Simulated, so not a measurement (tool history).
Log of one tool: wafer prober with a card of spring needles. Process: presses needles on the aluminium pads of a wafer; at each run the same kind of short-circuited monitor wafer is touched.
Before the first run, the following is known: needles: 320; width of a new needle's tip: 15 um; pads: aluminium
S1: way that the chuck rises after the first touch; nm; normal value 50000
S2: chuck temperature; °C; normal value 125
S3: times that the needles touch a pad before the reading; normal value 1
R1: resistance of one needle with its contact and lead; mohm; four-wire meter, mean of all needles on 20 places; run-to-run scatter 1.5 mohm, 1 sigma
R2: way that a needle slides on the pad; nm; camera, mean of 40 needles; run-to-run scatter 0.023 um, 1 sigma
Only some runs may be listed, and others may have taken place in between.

run	day	S1	S2	S3	R1	R2
1	0.000	50000	125	1	136	11740
2	0.296	50000	125	1	137	11740
3	0.508	50000	125	1	138	11770
4	0.975	50000	125	2	138	11690
# day 1.079: tips cleaned on abrasive film
5	1.212	50000	125	1	137	11710
6	1.608	50000	125	1	139	11760
7	2.054	50000	125	1	136	11770
# day 2.167: tips cleaned on abrasive film
8	2.467	50000	125	1	137	11780
9	2.679	51000	125	1	136	11980
10	3.096	51000	125	1	137	12000
# day 3.254: tips cleaned on abrasive film
11	3.562	51000	125	1	137	11950
12	3.921	51000	125	1	138	11970
13	4.204	50000	124	1	138	11730
# day 4.325: tips cleaned on abrasive film
14	4.454	50000	124	1	139	11760
15	4.958	50000	125	1	140	11720
16	5.242	50000	125	1	137	11760
# day 5.404: tips cleaned on abrasive film
17	5.762	55000	125	1	138	12910
18	6.179	41000	50	2	132	9610
19	6.400	57000	35	1	123	13390
# day 6.488: tips cleaned on abrasive film
20	6.712	50000	58	1	128	11750
21	7.017	53000	83	3	129	12460
22	7.504	53000	83	3	130	12410
# day 7.571: tips cleaned on abrasive film
23	7.812	40000	125	2	138	9400
24	8.250	38000	57	3	130	8900
25	8.467	38000	29	2	127	8950
# day 8.662: tips cleaned on abrasive film
26	8.883	38000	29	2	127	8940
27	9.342	50000	71	2	129	11780
28	9.712	50000	71	2	132	11750
# day 9.762: tips cleaned on abrasive film
29	10.050	50000	36	1	125	11760
# day 10.179: height of the first contact set anew
30	10.467	50000	38	1	123	11770
31	10.808	50000	65	2	133	11730
# day 10.854: tips cleaned on abrasive film
32	11.050	56000	90	1	131	13170

What if the next run were any one of these 5? Each begins from the tool's condition after run 32:
A	11.496	40000	37	2	?	?
B	11.496	56000	41	1	?	?
C	11.496	56000	90	1	?	?
D	11.496	37000	90	1	?	?
E	11.496	39000	103	1	?	?

run	R1	R2
A	128	9390
B	123	13110
C	130	13170
D	136	8710
E	139	9100
With no hidden state in the tool, these same runs would have given:
run	R1	R2
A	128	9390
B	123	13110
C	130	13170
D	135	8710
E	138	9100
